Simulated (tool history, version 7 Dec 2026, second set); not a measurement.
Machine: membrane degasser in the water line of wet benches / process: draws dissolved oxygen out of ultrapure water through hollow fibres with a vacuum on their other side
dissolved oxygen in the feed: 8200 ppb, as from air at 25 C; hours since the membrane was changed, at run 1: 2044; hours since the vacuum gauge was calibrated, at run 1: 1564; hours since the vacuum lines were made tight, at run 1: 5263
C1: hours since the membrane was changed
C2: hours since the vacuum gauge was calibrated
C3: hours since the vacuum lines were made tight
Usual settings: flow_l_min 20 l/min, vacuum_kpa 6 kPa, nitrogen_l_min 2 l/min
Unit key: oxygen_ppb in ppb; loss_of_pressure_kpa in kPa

{"run": 1, "hour": 0.0, "flow_l_min": 20, "vacuum_kpa": 6, "nitrogen_l_min": 2, "C1": 2044, "C2": 1564, "C3": 5263, "oxygen_ppb": 176.2, "loss_of_pressure_kpa": 34.36}
{"run": 2, "hour": 229.7, "flow_l_min": 30, "vacuum_kpa": 6, "nitrogen_l_min": 2, "C1": 2273, "C2": 1794, "C3": 5493, "oxygen_ppb": 286.4, "loss_of_pressure_kpa": 51.42}
{"run": 3, "hour": 445.3, "flow_l_min": 20, "vacuum_kpa": 6, "nitrogen_l_min": 2, "C1": 2489, "C2": 2010, "C3": 5709, "oxygen_ppb": 177.8, "loss_of_pressure_kpa": 34.11}
{"run": 4, "hour": 558.0, "flow_l_min": 20, "vacuum_kpa": 6, "nitrogen_l_min": 2, "C1": 2602, "C2": 2122, "C3": 5821, "oxygen_ppb": 180.3, "loss_of_pressure_kpa": 34.3}
{"run": 5, "hour": 793.7, "flow_l_min": 20, "vacuum_kpa": 6, "nitrogen_l_min": 2, "C1": 2837, "C2": 2358, "C3": 6057, "oxygen_ppb": 177.6, "loss_of_pressure_kpa": 34.15}
{"run": 6, "hour": 1027.1, "flow_l_min": 20, "vacuum_kpa": 6, "nitrogen_l_min": 2, "C1": 3071, "C2": 2591, "C3": 6290, "oxygen_ppb": 178.3, "loss_of_pressure_kpa": 33.98}
{"run": 7, "hour": 1258.8, "flow_l_min": 20, "vacuum_kpa": 6, "nitrogen_l_min": 2, "C1": 3303, "C2": 2823, "C3": 6522, "oxygen_ppb": 175.5, "loss_of_pressure_kpa": 34.21}
{"run": 8, "hour": 1508.7, "flow_l_min": 20, "vacuum_kpa": 6, "nitrogen_l_min": 2, "C1": 3552, "C2": 3073, "C3": 6772, "oxygen_ppb": 177.2, "loss_of_pressure_kpa": 34.68}
{"run": 9, "hour": 1638.5, "flow_l_min": 20, "vacuum_kpa": 6, "nitrogen_l_min": 2, "C1": 3682, "C2": 3203, "C3": 6902, "oxygen_ppb": 176.7, "loss_of_pressure_kpa": 34.55}
{"run": 10, "hour": 1825.3, "flow_l_min": 20, "vacuum_kpa": 6, "nitrogen_l_min": 2, "C1": 3869, "C2": 3390, "C3": 7089, "oxygen_ppb": 183, "loss_of_pressure_kpa": 34.43}
{"run": 11, "hour": 2008.8, "flow_l_min": 20, "vacuum_kpa": 6, "nitrogen_l_min": 0.82, "C1": 4053, "C2": 3573, "C3": 7272, "oxygen_ppb": 261.2, "loss_of_pressure_kpa": 34.22}
{"run": 12, "hour": 2128.3, "flow_l_min": 20, "vacuum_kpa": 6, "nitrogen_l_min": 0.82, "C1": 4172, "C2": 3693, "C3": 7392, "oxygen_ppb": 260.7, "loss_of_pressure_kpa": 34.5}
{"run": 13, "hour": 2245.4, "flow_l_min": 20, "vacuum_kpa": 6, "nitrogen_l_min": 0.82, "C1": 4289, "C2": 3810, "C3": 7509, "oxygen_ppb": 260.5, "loss_of_pressure_kpa": 34.46}
{"run": 14, "hour": 2413.4, "flow_l_min": 20, "vacuum_kpa": 6, "nitrogen_l_min": 2, "C1": 4457, "C2": 3978, "C3": 7677, "oxygen_ppb": 180.8, "loss_of_pressure_kpa": 34.11}
{"run": 15, "hour": 2665.9, "flow_l_min": 20, "vacuum_kpa": 6, "nitrogen_l_min": 2, "C1": 4710, "C2": 4230, "C3": 7929, "oxygen_ppb": 177.4, "loss_of_pressure_kpa": 34.39}
{"run": 16, "hour": 2801.6, "flow_l_min": 20, "vacuum_kpa": 6, "nitrogen_l_min": 2, "C1": 4845, "C2": 4366, "C3": 8065, "oxygen_ppb": 183.3, "loss_of_pressure_kpa": 34.58}
{"run": 17, "hour": 3010.1, "flow_l_min": 20, "vacuum_kpa": 6, "nitrogen_l_min": 2, "C1": 5054, "C2": 4574, "C3": 8273, "oxygen_ppb": 182.9, "loss_of_pressure_kpa": 34.46}
{"run": 18, "hour": 3210.1, "flow_l_min": 18, "vacuum_kpa": 13.45, "nitrogen_l_min": 3.21, "C1": 5254, "C2": 4774, "C3": 8473, "oxygen_ppb": 233.9, "loss_of_pressure_kpa": 31.02}
{"run": 19, "hour": 3370.7, "flow_l_min": 23, "vacuum_kpa": 6.32, "nitrogen_l_min": 4.15, "C1": 5414, "C2": 4935, "C3": 8634, "oxygen_ppb": 183.2, "loss_of_pressure_kpa": 39.39}
{"run": 20, "hour": 3527.7, "flow_l_min": 23, "vacuum_kpa": 6.32, "nitrogen_l_min": 2.34, "C1": 5571, "C2": 5092, "C3": 8791, "oxygen_ppb": 214, "loss_of_pressure_kpa": 39.93}
{"run": 21, "hour": 3641.9, "flow_l_min": 28, "vacuum_kpa": 6, "nitrogen_l_min": 2, "C1": 5686, "C2": 5206, "C3": 8905, "oxygen_ppb": 272.1, "loss_of_pressure_kpa": 48.39}
{"run": 22, "hour": 3787.0, "flow_l_min": 28, "vacuum_kpa": 6, "nitrogen_l_min": 2, "C1": 5831, "C2": 5351, "C3": 9050, "oxygen_ppb": 271.5, "loss_of_pressure_kpa": 48.3}
{"run": 23, "hour": 4043.6, "flow_l_min": 32, "vacuum_kpa": 12.29, "nitrogen_l_min": 5.22, "C1": 6087, "C2": 5608, "C3": 9307, "oxygen_ppb": 347.7, "loss_of_pressure_kpa": 55.19}
{"run": 24, "hour": 4277.3, "flow_l_min": 14, "vacuum_kpa": 6, "nitrogen_l_min": 2.27, "C1": 6321, "C2": 5842, "C3": 9541, "oxygen_ppb": 112.4, "loss_of_pressure_kpa": 24.26}
{"run": 25, "hour": 4397.9, "flow_l_min": 14, "vacuum_kpa": 3.74, "nitrogen_l_min": 1.67, "C1": 6442, "C2": 5962, "C3": 9661, "oxygen_ppb": 81.8, "loss_of_pressure_kpa": 24.06}
{"hour": 4564.1, "done": "vacuum gauge calibrated"}
{"run": 26, "hour": 4631.6, "flow_l_min": 20, "vacuum_kpa": 6.06, "nitrogen_l_min": 2, "C1": 6675, "C2": 67, "C3": 9894, "oxygen_ppb": 185.3, "loss_of_pressure_kpa": 34.76}
{"run": 27, "hour": 4786.9, "flow_l_min": 20, "vacuum_kpa": 6.06, "nitrogen_l_min": 2, "C1": 6830, "C2": 223, "C3": 10050, "oxygen_ppb": 186.8, "loss_of_pressure_kpa": 34.68}
{"run": 28, "hour": 4897.5, "flow_l_min": 29, "vacuum_kpa": 6.06, "nitrogen_l_min": 2, "C1": 6941, "C2": 333, "C3": 10160, "oxygen_ppb": 290.9, "loss_of_pressure_kpa": 50.26}
{"run": 29, "hour": 5144.2, "flow_l_min": 29, "vacuum_kpa": 6.06, "nitrogen_l_min": 1.82, "C1": 7187, "C2": 580, "C3": 10407, "oxygen_ppb": 294.5, "loss_of_pressure_kpa": 50.49}
{"run": 30, "hour": 5366.5, "flow_l_min": 29, "vacuum_kpa": 6.06, "nitrogen_l_min": 1.82, "C1": 7410, "C2": 802, "C3": 10629, "oxygen_ppb": 294.5, "loss_of_pressure_kpa": 50.4}
{"hour": 5473.7, "done": "seals of the vacuum lines changed"}
{"run": 31, "hour": 5622.8, "flow_l_min": 20, "vacuum_kpa": 4.04, "nitrogen_l_min": 2.76, "C1": 7664, "C2": 1057, "C3": 149, "oxygen_ppb": 136, "loss_of_pressure_kpa": 34.86}

Consider 3 possible next runs. They are alternatives, not a sequence: every one starts from the tool as it was left by run 31. What does each give?
{"run": "A", "hour": 5855.9, "flow_l_min": 20, "vacuum_kpa": 6, "nitrogen_l_min": 1.69, "C1": 7897, "C2": 1290, "C3": 382, "oxygen_ppb": "?", "loss_of_pressure_kpa": "?"}
{"run": "B", "hour": 5855.9, "flow_l_min": 20, "vacuum_kpa": 12.18, "nitrogen_l_min": 3.46, "C1": 7897, "C2": 1290, "C3": 382, "oxygen_ppb": "?", "loss_of_pressure_kpa": "?"}
{"run": "C", "hour": 5855.9, "flow_l_min": 18, "vacuum_kpa": 8.82, "nitrogen_l_min": 1.02, "C1": 7897, "C2": 1290, "C3": 382, "oxygen_ppb": "?", "loss_of_pressure_kpa": "?"}

run=A oxygen_ppb=198.2 loss_of_pressure_kpa=34.78
run=B oxygen_ppb=242.9 loss_of_pressure_kpa=34.71
run=C oxygen_ppb=317 loss_of_pressure_kpa=31.27
What these runs would have given with no unlogged condition in the tool:
run=A oxygen_ppb=184.1 loss_of_pressure_kpa=33.9
run=B oxygen_ppb=229.8 loss_of_pressure_kpa=33.82
run=C oxygen_ppb=304.2 loss_of_pressure_kpa=30.47

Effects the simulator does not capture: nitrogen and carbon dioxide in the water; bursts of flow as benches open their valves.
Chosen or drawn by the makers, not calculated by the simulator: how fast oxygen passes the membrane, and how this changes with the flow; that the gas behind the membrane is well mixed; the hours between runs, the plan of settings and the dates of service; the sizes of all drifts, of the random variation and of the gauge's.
